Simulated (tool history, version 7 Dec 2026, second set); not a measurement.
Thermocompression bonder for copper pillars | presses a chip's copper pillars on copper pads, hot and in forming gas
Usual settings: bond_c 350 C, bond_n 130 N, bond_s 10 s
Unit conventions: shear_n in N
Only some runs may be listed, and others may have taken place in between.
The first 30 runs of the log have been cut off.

{"run": 31, "day": 25.462, "bond_c": 338, "bond_n": 130, "bond_s": 22, "shear_n": 61.4}
{"run": 32, "day": 26.129, "bond_c": 331, "bond_n": 81, "bond_s": 5, "shear_n": 21.8}
{"run": 33, "day": 26.825, "bond_c": 331, "bond_n": 81, "bond_s": 5, "shear_n": 21.9}
{"run": 34, "day": 27.546, "bond_c": 331, "bond_n": 165, "bond_s": 5, "shear_n": 46}
{"run": 35, "day": 28.6, "bond_c": 331, "bond_n": 165, "bond_s": 5, "shear_n": 46.7}
{"run": 36, "day": 29.158, "bond_c": 331, "bond_n": 167, "bond_s": 26, "shear_n": 69.6}
{"day": 29.317, "done": "heater calibrated with a thermocouple chip"}
{"run": 37, "day": 30.279, "bond_c": 331, "bond_n": 167, "bond_s": 26, "shear_n": 69.7}
{"run": 38, "day": 30.954, "bond_c": 351, "bond_n": 190, "bond_s": 5, "shear_n": 59.2}

What does the tool deliver on the next run?
{"run": 39, "day": 32.112, "bond_c": 351, "bond_n": 190, "bond_s": 5, "shear_n": "?"}

For run 39 the tool returned shear_n 58.9 N.
Take away the tool's hidden state, keep the run-to-run variation as it was, and the same run would have given shear_n 58.9 N.
